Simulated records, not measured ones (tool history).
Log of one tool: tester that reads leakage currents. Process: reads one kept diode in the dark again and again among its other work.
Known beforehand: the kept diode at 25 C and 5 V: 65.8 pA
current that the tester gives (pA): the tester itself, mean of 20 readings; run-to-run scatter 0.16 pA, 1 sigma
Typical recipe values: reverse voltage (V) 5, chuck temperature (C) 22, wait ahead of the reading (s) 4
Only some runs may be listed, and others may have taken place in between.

run,hour,reverse voltage (V),chuck temperature (C),wait ahead of the reading (s),current that the tester gives (pA)
1,0,5,22,4,49.79
2,166.2,8.34,22,4,63.85
# hour 274: probe card cleaned and baked
3,288.5,5,44,4,370.88
4,502.8,2.35,22,4,33.76
5,672.7,1.84,22,4,29.72
6,863.1,1.84,22,4,29.63
7,1027.5,1.84,22,4,29.76
# hour 1096.3: chuck's temperature calibrated
8,1289.1,1.84,22,4,29.62
9,1508.9,1.84,22,4,29.57
10,1757.6,1.84,22,4,29.69
11,1974.9,1.24,33,0.72,69.66
12,2201,1.82,35,3.78,100.9
13,2338.4,1.82,35,3.78,101.35
14,2473.8,1.82,35,3.78,101.06
# hour 2688: probe card cleaned and baked
15,2745.5,1.82,26,0.89,44.08
16,2902.8,4.25,29,1.08,90.1
17,3065.9,4.25,29,1.08,90.23
18,3196.1,4.25,29,1.08,90.16
# hour 3308.2: tester calibrated
19,3391.4,2.49,44,4,261.85

Each row is a separate what-if for the run after 19, all from the same tool condition, not one after another. Results?
A,3617.5,5,32,4,?
B,3617.5,3.79,60,3.1,?
C,3617.5,5,22,4,?
D,3617.5,2.49,51,4,?

run,current that the tester gives (pA)
A,128.04
B,1200.18
C,49.3
D,471.3
Stripped of hidden state, with their random variation kept, the same runs would have yielded:
run,current that the tester gives (pA)
A,128.1
B,1200.82
C,49.31
D,471.56

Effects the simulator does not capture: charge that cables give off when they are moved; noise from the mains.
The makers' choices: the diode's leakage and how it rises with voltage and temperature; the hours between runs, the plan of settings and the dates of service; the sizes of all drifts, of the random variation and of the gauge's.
